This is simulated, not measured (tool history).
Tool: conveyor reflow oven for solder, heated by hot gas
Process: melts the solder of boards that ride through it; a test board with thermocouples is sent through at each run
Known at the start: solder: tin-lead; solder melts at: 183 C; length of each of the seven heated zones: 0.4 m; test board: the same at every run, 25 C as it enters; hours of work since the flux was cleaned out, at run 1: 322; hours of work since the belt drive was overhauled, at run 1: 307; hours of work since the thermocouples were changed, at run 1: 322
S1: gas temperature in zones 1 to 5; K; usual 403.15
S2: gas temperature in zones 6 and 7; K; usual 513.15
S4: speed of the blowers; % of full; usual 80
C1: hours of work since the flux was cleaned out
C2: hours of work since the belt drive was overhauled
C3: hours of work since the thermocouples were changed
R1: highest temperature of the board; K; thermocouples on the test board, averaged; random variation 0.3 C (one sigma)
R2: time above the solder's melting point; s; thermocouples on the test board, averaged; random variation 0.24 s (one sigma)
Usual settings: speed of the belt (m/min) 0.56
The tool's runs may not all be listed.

{"run": 1, "hour": 0.0, "S1": 403.15, "S2": 513.15, "speed of the belt (m/min)": 0.56, "S4": 80, "C1": 322, "C2": 307, "C3": 322, "R1": 492.75, "R2": 63.1}
{"run": 2, "hour": 17.6, "S1": 403.15, "S2": 513.15, "speed of the belt (m/min)": 0.56, "S4": 80, "C1": 333, "C2": 318, "C3": 333, "R1": 492.55, "R2": 63.5}
{"run": 3, "hour": 30.4, "S1": 403.15, "S2": 513.15, "speed of the belt (m/min)": 0.56, "S4": 80, "C1": 341, "C2": 326, "C3": 341, "R1": 492.75, "R2": 63.1}
{"run": 4, "hour": 38.7, "S1": 403.15, "S2": 513.15, "speed of the belt (m/min)": 0.56, "S4": 80, "C1": 346, "C2": 331, "C3": 346, "R1": 492.05, "R2": 63}
{"run": 5, "hour": 54.8, "S1": 403.15, "S2": 513.15, "speed of the belt (m/min)": 0.56, "S4": 80, "C1": 356, "C2": 341, "C3": 356, "R1": 492.55, "R2": 62.7}
{"run": 6, "hour": 68.5, "S1": 403.15, "S2": 513.15, "speed of the belt (m/min)": 0.56, "S4": 80, "C1": 365, "C2": 350, "C3": 365, "R1": 492.15, "R2": 62.8}
{"run": 7, "hour": 78.4, "S1": 414.15, "S2": 513.15, "speed of the belt (m/min)": 0.56, "S4": 80, "C1": 371, "C2": 356, "C3": 371, "R1": 493.95, "R2": 68.5}
{"hour": 85.0, "done": "flux residue cleaned out of gas plates and filters"}
{"run": 8, "hour": 97.5, "S1": 414.15, "S2": 513.15, "speed of the belt (m/min)": 0.56, "S4": 80, "C1": 8, "C2": 365, "C3": 380, "R1": 498.75, "R2": 72.3}
{"run": 9, "hour": 111.0, "S1": 414.15, "S2": 513.15, "speed of the belt (m/min)": 0.56, "S4": 80, "C1": 16, "C2": 373, "C3": 388, "R1": 498.35, "R2": 72.3}
{"run": 10, "hour": 125.7, "S1": 416.15, "S2": 513.15, "speed of the belt (m/min)": 0.56, "S4": 80, "C1": 25, "C2": 382, "C3": 398, "R1": 498.35, "R2": 73.3}
{"run": 11, "hour": 143.0, "S1": 416.15, "S2": 513.15, "speed of the belt (m/min)": 0.56, "S4": 80, "C1": 36, "C2": 393, "C3": 408, "R1": 498.25, "R2": 72.9}
{"run": 12, "hour": 153.1, "S1": 393.15, "S2": 513.15, "speed of the belt (m/min)": 0.56, "S4": 80, "C1": 42, "C2": 400, "C3": 415, "R1": 494.35, "R2": 62.9}
{"run": 13, "hour": 169.5, "S1": 403.15, "S2": 513.15, "speed of the belt (m/min)": 0.56, "S4": 80, "C1": 53, "C2": 410, "C3": 425, "R1": 496.45, "R2": 67.2}
{"run": 14, "hour": 177.5, "S1": 403.15, "S2": 513.15, "speed of the belt (m/min)": 0.557, "S4": 80, "C1": 58, "C2": 415, "C3": 430, "R1": 496.55, "R2": 67.7}
{"run": 15, "hour": 189.3, "S1": 403.15, "S2": 513.15, "speed of the belt (m/min)": 0.557, "S4": 80, "C1": 65, "C2": 422, "C3": 437, "R1": 496.45, "R2": 67.6}
{"run": 16, "hour": 200.1, "S1": 403.15, "S2": 513.15, "speed of the belt (m/min)": 0.453, "S4": 80, "C1": 72, "C2": 429, "C3": 444, "R1": 501.75, "R2": 89.4}
{"run": 17, "hour": 215.7, "S1": 403.15, "S2": 508.15, "speed of the belt (m/min)": 0.638, "S4": 50, "C1": 82, "C2": 439, "C3": 454, "R1": 479.85, "R2": 42.9}
{"run": 18, "hour": 233.2, "S1": 403.15, "S2": 513.15, "speed of the belt (m/min)": 0.502, "S4": 80, "C1": 92, "C2": 450, "C3": 465, "R1": 498.55, "R2": 77.1}
{"run": 19, "hour": 246.1, "S1": 403.15, "S2": 513.15, "speed of the belt (m/min)": 0.502, "S4": 80, "C1": 101, "C2": 458, "C3": 473, "R1": 499.05, "R2": 77.1}
{"run": 20, "hour": 255.0, "S1": 417.15, "S2": 507.15, "speed of the belt (m/min)": 0.516, "S4": 66, "C1": 106, "C2": 463, "C3": 478, "R1": 493.05, "R2": 75.7}
{"run": 21, "hour": 267.1, "S1": 417.15, "S2": 507.15, "speed of the belt (m/min)": 0.516, "S4": 66, "C1": 114, "C2": 471, "C3": 486, "R1": 492.75, "R2": 75.4}
{"run": 22, "hour": 276.7, "S1": 395.15, "S2": 525.15, "speed of the belt (m/min)": 0.573, "S4": 57, "C1": 120, "C2": 477, "C3": 492, "R1": 499.05, "R2": 64}

Forecast run 23:
{"run": 23, "hour": 290.6, "S1": 410.15, "S2": 525.15, "speed of the belt (m/min)": 0.615, "S4": 57, "C1": 128, "C2": 485, "C3": 501, "R1": "?", "R2": "?"}

R1: 498.15 K
R2: 63.8 s
Without the tool's hidden state the same run would have given R1 500.85 K, R2 65.2 s.
